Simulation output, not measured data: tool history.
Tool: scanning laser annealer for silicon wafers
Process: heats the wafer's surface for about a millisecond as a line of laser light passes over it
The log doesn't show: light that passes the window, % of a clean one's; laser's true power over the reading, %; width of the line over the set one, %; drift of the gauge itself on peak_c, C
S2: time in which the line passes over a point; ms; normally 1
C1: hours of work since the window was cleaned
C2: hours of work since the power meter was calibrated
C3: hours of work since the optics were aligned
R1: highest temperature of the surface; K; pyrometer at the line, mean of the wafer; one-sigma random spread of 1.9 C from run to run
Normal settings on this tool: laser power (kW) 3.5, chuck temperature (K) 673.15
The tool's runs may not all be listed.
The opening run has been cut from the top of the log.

{"run": 2, "day": 0.354, "laser power (kW)": 3.5, "S2": 1, "chuck temperature (K)": 673.15, "C1": 327, "C2": 20, "C3": 891, "R1": 1512.15}
{"run": 3, "day": 0.7, "laser power (kW)": 3.5, "S2": 1, "chuck temperature (K)": 673.15, "C1": 333, "C2": 27, "C3": 897, "R1": 1519.15}
{"run": 4, "day": 1.296, "laser power (kW)": 3.5, "S2": 1, "chuck temperature (K)": 712.15, "C1": 345, "C2": 38, "C3": 909, "R1": 1548.15}
{"run": 5, "day": 1.675, "laser power (kW)": 3.5, "S2": 1, "chuck temperature (K)": 673.15, "C1": 352, "C2": 45, "C3": 916, "R1": 1517.15}
{"run": 6, "day": 2.121, "laser power (kW)": 3.5, "S2": 1, "chuck temperature (K)": 673.15, "C1": 360, "C2": 54, "C3": 924, "R1": 1515.15}
{"run": 7, "day": 2.479, "laser power (kW)": 3.5, "S2": 0.74, "chuck temperature (K)": 673.15, "C1": 367, "C2": 61, "C3": 931, "R1": 1402.15}
{"run": 8, "day": 2.808, "laser power (kW)": 3.5, "S2": 1, "chuck temperature (K)": 673.15, "C1": 374, "C2": 67, "C3": 938, "R1": 1520.15}
{"run": 9, "day": 3.167, "laser power (kW)": 3.5, "S2": 1, "chuck temperature (K)": 673.15, "C1": 380, "C2": 74, "C3": 944, "R1": 1514.15}
{"run": 10, "day": 3.538, "laser power (kW)": 3.5, "S2": 1, "chuck temperature (K)": 710.15, "C1": 388, "C2": 81, "C3": 952, "R1": 1556.15}
{"run": 11, "day": 4.0, "laser power (kW)": 3.5, "S2": 1, "chuck temperature (K)": 710.15, "C1": 396, "C2": 90, "C3": 960, "R1": 1551.15}
{"run": 12, "day": 4.358, "laser power (kW)": 3.5, "S2": 1, "chuck temperature (K)": 710.15, "C1": 403, "C2": 97, "C3": 967, "R1": 1552.15}
{"run": 13, "day": 4.875, "laser power (kW)": 3.5, "S2": 1, "chuck temperature (K)": 710.15, "C1": 413, "C2": 106, "C3": 977, "R1": 1550.15}
{"run": 14, "day": 5.462, "laser power (kW)": 3.5, "S2": 1, "chuck temperature (K)": 710.15, "C1": 424, "C2": 118, "C3": 988, "R1": 1550.15}
{"run": 15, "day": 5.817, "laser power (kW)": 3.5, "S2": 1.19, "chuck temperature (K)": 710.15, "C1": 431, "C2": 125, "C3": 995, "R1": 1625.15}
{"run": 16, "day": 6.317, "laser power (kW)": 3.5, "S2": 1.19, "chuck temperature (K)": 710.15, "C1": 441, "C2": 134, "C3": 1005, "R1": 1626.15}
{"run": 17, "day": 6.762, "laser power (kW)": 3.569, "S2": 1, "chuck temperature (K)": 673.15, "C1": 449, "C2": 143, "C3": 1013, "R1": 1533.15}
{"run": 18, "day": 7.229, "laser power (kW)": 3.569, "S2": 1, "chuck temperature (K)": 673.15, "C1": 458, "C2": 152, "C3": 1022, "R1": 1530.15}
{"run": 19, "day": 7.604, "laser power (kW)": 3.509, "S2": 1, "chuck temperature (K)": 673.15, "C1": 465, "C2": 159, "C3": 1029, "R1": 1517.15}
{"run": 20, "day": 8.071, "laser power (kW)": 3.568, "S2": 1.03, "chuck temperature (K)": 673.15, "C1": 474, "C2": 168, "C3": 1038, "R1": 1538.15}
{"run": 21, "day": 8.654, "laser power (kW)": 3.619, "S2": 0.9, "chuck temperature (K)": 671.15, "C1": 486, "C2": 179, "C3": 1050, "R1": 1494.15}
{"run": 22, "day": 9.083, "laser power (kW)": 3.619, "S2": 0.9, "chuck temperature (K)": 671.15, "C1": 494, "C2": 187, "C3": 1058, "R1": 1493.15}
{"run": 23, "day": 9.592, "laser power (kW)": 3.5, "S2": 0.98, "chuck temperature (K)": 682.15, "C1": 503, "C2": 197, "C3": 1067, "R1": 1513.15}

Expected results for the next run?
{"run": 24, "day": 10.025, "laser power (kW)": 3.5, "S2": 0.98, "chuck temperature (K)": 682.15, "C1": 512, "C2": 205, "C3": 1076, "R1": "?"}

R1: 1517.15 K
Had the tool carried no hidden state, the very same run would have given R1 1519.15 K.

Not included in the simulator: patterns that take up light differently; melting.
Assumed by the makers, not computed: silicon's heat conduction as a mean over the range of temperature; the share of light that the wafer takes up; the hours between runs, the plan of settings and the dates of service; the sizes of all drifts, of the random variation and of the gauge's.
